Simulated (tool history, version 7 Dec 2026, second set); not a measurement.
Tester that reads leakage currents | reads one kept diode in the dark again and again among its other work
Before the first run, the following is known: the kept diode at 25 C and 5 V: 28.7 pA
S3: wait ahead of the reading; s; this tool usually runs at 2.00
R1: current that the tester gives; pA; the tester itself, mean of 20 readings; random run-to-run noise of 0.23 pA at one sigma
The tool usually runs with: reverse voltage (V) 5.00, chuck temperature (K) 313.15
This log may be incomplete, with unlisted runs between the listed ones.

run 1 hour=0.0 | reverse_voltage_(V)=5.00 chuck_temperature_(K)=313.15 S3=2.00 | R1=98.50
run 2 hour=47.8 | reverse_voltage_(V)=5.00 chuck_temperature_(K)=313.15 S3=2.00 | R1=98.88
run 3 hour=85.6 | reverse_voltage_(V)=5.00 chuck_temperature_(K)=310.15 S3=2.00 | R1=78.21
run 4 hour=130.0 | reverse_voltage_(V)=3.43 chuck_temperature_(K)=310.15 S3=2.00 | R1=63.14
run 5 hour=167.6 | reverse_voltage_(V)=8.89 chuck_temperature_(K)=313.15 S3=2.00 | R1=137.42
run 6 hour=198.8 | reverse_voltage_(V)=5.00 chuck_temperature_(K)=300.15 S3=2.00 | R1=35.59
run 7 hour=240.5 | reverse_voltage_(V)=5.00 chuck_temperature_(K)=313.15 S3=2.00 | R1=98.50
run 8 hour=298.3 | reverse_voltage_(V)=5.00 chuck_temperature_(K)=313.15 S3=2.00 | R1=98.41
run 9 hour=337.7 | reverse_voltage_(V)=5.00 chuck_temperature_(K)=313.15 S3=2.00 | R1=98.69
run 10 hour=393.0 | reverse_voltage_(V)=5.00 chuck_temperature_(K)=313.15 S3=3.37 | R1=98.39
run 11 hour=429.9 | reverse_voltage_(V)=5.00 chuck_temperature_(K)=303.15 S3=2.00 | R1=45.15
run 12 hour=487.0 | reverse_voltage_(V)=5.00 chuck_temperature_(K)=313.15 S3=2.00 | R1=98.87
run 13 hour=521.5 | reverse_voltage_(V)=5.00 chuck_temperature_(K)=313.15 S3=2.00 | R1=98.28
run 14 hour=556.2 | reverse_voltage_(V)=5.00 chuck_temperature_(K)=313.15 S3=0.84 | R1=98.82
-- hour=561.6 probe card cleaned and baked
run 15 hour=590.4 | reverse_voltage_(V)=5.00 chuck_temperature_(K)=313.15 S3=0.84 | R1=100.02
run 16 hour=626.8 | reverse_voltage_(V)=5.00 chuck_temperature_(K)=313.15 S3=2.00 | R1=99.17
run 17 hour=679.0 | reverse_voltage_(V)=5.00 chuck_temperature_(K)=313.15 S3=2.00 | R1=99.36
run 18 hour=705.3 | reverse_voltage_(V)=5.00 chuck_temperature_(K)=313.15 S3=2.00 | R1=99.10
run 19 hour=728.7 | reverse_voltage_(V)=5.00 chuck_temperature_(K)=313.15 S3=2.00 | R1=98.91
-- hour=767.9 probe card cleaned and baked, once more
run 20 hour=776.4 | reverse_voltage_(V)=5.00 chuck_temperature_(K)=313.15 S3=2.00 | R1=95.67
run 21 hour=825.0 | reverse_voltage_(V)=1.41 chuck_temperature_(K)=333.15 S3=1.77 | R1=206.21
run 22 hour=859.0 | reverse_voltage_(V)=1.41 chuck_temperature_(K)=333.15 S3=1.77 | R1=206.73
run 23 hour=886.7 | reverse_voltage_(V)=14.77 chuck_temperature_(K)=298.15 S3=0.92 | R1=54.24
run 24 hour=934.9 | reverse_voltage_(V)=5.97 chuck_temperature_(K)=319.15 S3=4.81 | R1=167.48
run 25 hour=983.5 | reverse_voltage_(V)=5.97 chuck_temperature_(K)=319.15 S3=4.81 | R1=167.37
run 26 hour=1018.2 | reverse_voltage_(V)=5.00 chuck_temperature_(K)=313.15 S3=1.12 | R1=96.00
run 27 hour=1071.3 | reverse_voltage_(V)=5.33 chuck_temperature_(K)=313.15 S3=2.00 | R1=99.25
run 28 hour=1114.6 | reverse_voltage_(V)=2.47 chuck_temperature_(K)=301.15 S3=1.50 | R1=24.49
run 29 hour=1149.9 | reverse_voltage_(V)=2.47 chuck_temperature_(K)=301.15 S3=1.50 | R1=24.51
run 30 hour=1187.9 | reverse_voltage_(V)=15.20 chuck_temperature_(K)=294.15 S3=0.31 | R1=47.69
run 31 hour=1228.5 | reverse_voltage_(V)=15.20 chuck_temperature_(K)=330.15 S3=2.64 | R1=627.23
run 32 hour=1262.5 | reverse_voltage_(V)=15.20 chuck_temperature_(K)=330.15 S3=6.50 | R1=629.99
run 33 hour=1292.0 | reverse_voltage_(V)=2.74 chuck_temperature_(K)=295.15 S3=4.16 | R1=15.31
run 34 hour=1328.1 | reverse_voltage_(V)=3.03 chuck_temperature_(K)=327.15 S3=0.96 | R1=206.48
run 35 hour=1367.9 | reverse_voltage_(V)=3.03 chuck_temperature_(K)=327.15 S3=0.96 | R1=206.20
run 36 hour=1405.7 | reverse_voltage_(V)=4.95 chuck_temperature_(K)=297.15 S3=3.86 | R1=25.76
run 37 hour=1453.0 | reverse_voltage_(V)=4.95 chuck_temperature_(K)=297.15 S3=3.86 | R1=25.68
run 38 hour=1497.1 | reverse_voltage_(V)=4.95 chuck_temperature_(K)=297.15 S3=3.86 | R1=25.67
run 39 hour=1551.5 | reverse_voltage_(V)=3.11 chuck_temperature_(K)=306.15 S3=1.01 | R1=42.13

What if the next run were any one of these 3? Each begins from the tool's condition after run 39:
run A hour=1599.0 | reverse_voltage_(V)=1.18 chuck_temperature_(K)=306.15 S3=1.01 | R1=?
run B hour=1599.0 | reverse_voltage_(V)=2.30 chuck_temperature_(K)=300.15 S3=2.00 | R1=?
run C hour=1599.0 | reverse_voltage_(V)=2.98 chuck_temperature_(K)=309.15 S3=0.52 | R1=?

run=A R1=24.37
run=B R1=21.49
run=C R1=52.92
With the hidden condition removed and each run's random variation left untouched, the same runs would have given:
run=A R1=25.47
run=B R1=22.34
run=C R1=55.17
